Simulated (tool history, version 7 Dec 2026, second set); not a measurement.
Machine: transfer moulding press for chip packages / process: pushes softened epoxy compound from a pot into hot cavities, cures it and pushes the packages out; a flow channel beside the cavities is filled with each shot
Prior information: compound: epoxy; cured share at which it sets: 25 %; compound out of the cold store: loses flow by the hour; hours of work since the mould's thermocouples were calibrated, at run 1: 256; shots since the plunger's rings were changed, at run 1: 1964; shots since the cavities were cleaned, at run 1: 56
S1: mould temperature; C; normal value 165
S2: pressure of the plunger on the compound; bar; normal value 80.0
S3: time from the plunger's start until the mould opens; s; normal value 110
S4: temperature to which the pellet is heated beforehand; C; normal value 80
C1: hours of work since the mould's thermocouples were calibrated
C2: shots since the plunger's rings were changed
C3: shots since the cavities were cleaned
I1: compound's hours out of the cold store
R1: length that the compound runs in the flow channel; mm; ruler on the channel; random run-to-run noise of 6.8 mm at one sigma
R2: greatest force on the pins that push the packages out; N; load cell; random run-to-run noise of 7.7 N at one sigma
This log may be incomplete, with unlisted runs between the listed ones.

Run 1, hour 0.0: usual settings; C1 256; C2 1964; C3 56; I1 18.8. Result: R1 793 mm, R2 367 N.
Run 2, hour 4.0: usual settings; C1 259; C2 2018; C3 110; I1 35.7. Result: R1 761 mm, R2 371 N.
Run 3, hour 12.7: usual settings; C1 266; C2 2135; C3 227; I1 27.3. Result: R1 761 mm, R2 391 N.
Run 4, hour 18.9: usual settings; C1 270; C2 2217; C3 309; I1 16.9. Result: R1 793 mm, R2 419 N.
Run 5, hour 28.3: usual settings; C1 277; C2 2343; C3 435; I1 41.9. Result: R1 717 mm, R2 427 N.
Run 6, hour 32.2: usual settings; C1 280; C2 2395; C3 487; I1 15.2. Result: R1 804 mm, R2 454 N.
Run 7, hour 37.3: usual settings; C1 284; C2 2464; C3 556; I1 9.8. Result: R1 811 mm, R2 472 N.
Run 8, hour 45.6: usual settings; C1 290; C2 2574; C3 666; I1 34.3. Result: R1 736 mm, R2 477 N.
Run 9, hour 55.0: usual settings but S4 89 C; C1 297; C2 2701; C3 793; I1 14.4. Result: R1 802 mm, R2 487 N.
Run 10, hour 58.9: usual settings but S4 70 C; C1 300; C2 2753; C3 845; I1 44.3. Result: R1 701 mm, R2 481 N.
Run 11, hour 63.5: usual settings but S4 70 C; C1 304; C2 2814; C3 906; I1 16.5. Result: R1 797 mm, R2 493 N.
Run 12, hour 67.9: usual settings; C1 307; C2 2873; C3 965; I1 36.9. Result: R1 713 mm, R2 495 N.
Run 13, hour 72.4: usual settings; C1 310; C2 2934; C3 1026; I1 41.5. Result: R1 708 mm, R2 510 N.
At hour 75.2: mould's thermocouples calibrated.
Run 14, hour 79.8: usual settings; C1 3; C2 3006; C3 1098; I1 47.8. Result: R1 691 mm, R2 504 N.
At hour 81.9: cavities cleaned with cleaning compound and waxed.
Run 15, hour 88.3: usual settings but S1 161 C; C1 9; C2 3099; C3 86; I1 11.2. Result: R1 818 mm, R2 484 N.
Run 16, hour 97.7: usual settings but S1 168 C, S2 60.8 bar, S4 79 C; C1 16; C2 3226; C3 213; I1 10.9. Result: R1 680 mm, R2 360 N.
Run 17, hour 104.5: usual settings but S1 168 C, S2 60.8 bar, S4 79 C; C1 21; C2 3316; C3 303; I1 34.0. Result: R1 621 mm, R2 370 N.
Run 18, hour 112.6: usual settings but S2 72.7 bar, S4 72 C; C1 27; C2 3425; C3 412; I1 31.2. Result: R1 698 mm, R2 408 N.
Run 19, hour 119.4: usual settings but S2 78.1 bar, S4 72 C; C1 32; C2 3516; C3 503; I1 36.9. Result: R1 709 mm, R2 449 N.
At hour 122.9: mould's thermocouples calibrated, once more.
Run 20, hour 125.8: usual settings but S2 78.1 bar, S4 72 C; C1 2; C2 3575; C3 562; I1 24.5. Result: R1 735 mm, R2 438 N.
Run 21, hour 130.7: usual settings but S1 170 C, S4 74 C; C1 6; C2 3641; C3 628; I1 16.3. Result: R1 758 mm, R2 394 N.
Run 22, hour 137.2: usual settings but S1 172 C, S2 89.0 bar; C1 11; C2 3728; C3 715; I1 31.7. Result: R1 752 mm, R2 404 N.
Run 23, hour 144.6: usual settings but S1 172 C, S2 64.7 bar, S3 124 s; C1 16; C2 3827; C3 814; I1 23.4. Result: R1 666 mm, R2 381 N.
Run 24, hour 151.9: usual settings but S1 171 C, S2 81.4 bar, S3 116 s, S4 88 C; C1 22; C2 3925; C3 912; I1 22.0. Result: R1 727 mm, R2 410 N.
At hour 158.2: plunger's sealing rings changed.
Run 25, hour 160.8: usual settings but S1 171 C, S2 81.4 bar, S3 116 s, S4 88 C; C1 26; C2 35; C3 998; I1 35.6. Result: R1 754 mm, R2 417 N.
Run 26, hour 168.0: usual settings but S1 171 C, S2 81.4 bar, S3 116 s, S4 88 C; C1 32; C2 132; C3 1095; I1 36.8. Result: R1 748 mm, R2 427 N.
At hour 170.2: cavities cleaned with cleaning compound and waxed.
Run 27, hour 174.3: usual settings but S4 76 C; C1 35; C2 196; C3 55; I1 32.8. Result: R1 773 mm, R2 339 N.
Run 28, hour 182.6: usual settings but S3 116 s, S4 87 C; C1 41; C2 307; C3 166; I1 12.9. Result: R1 844 mm, R2 359 N.
Run 29, hour 190.7: usual settings but S3 116 s, S4 87 C; C1 47; C2 415; C3 274; I1 24.1. Result: R1 792 mm, R2 362 N.

Below are 4 alternative next runs, each starting from the tool's condition after run 29. Predict each:
Run A, hour 198.2: usual settings but S1 171 C, S2 64.2 bar, S3 116 s, S4 77 C; C1 53; C2 516; C3 375; I1 29.9. Result: R1 ?, R2 ?.
Run B, hour 198.2: usual settings but S4 88 C; C1 53; C2 516; C3 375; I1 26.9. Result: R1 ?, R2 ?.
Run C, hour 198.2: usual settings but S1 160 C, S2 94.3 bar, S3 116 s, S4 79 C; C1 53; C2 516; C3 375; I1 43.6. Result: R1 ?, R2 ?.
Run D, hour 198.2: usual settings but S1 158 C, S2 73.0 bar, S3 116 s, S4 89 C; C1 53; C2 516; C3 375; I1 12.9. Result: R1 ?, R2 ?.

run   R1   R2
  A  680  350
  B  787  403
  C  827  482
  D  827  555
The same runs, with their run-to-run variation unchanged, on a tool lacking any hidden condition would have given:
run   R1   R2
  A  690  283
  B  799  333
  C  840  406
  D  840  470

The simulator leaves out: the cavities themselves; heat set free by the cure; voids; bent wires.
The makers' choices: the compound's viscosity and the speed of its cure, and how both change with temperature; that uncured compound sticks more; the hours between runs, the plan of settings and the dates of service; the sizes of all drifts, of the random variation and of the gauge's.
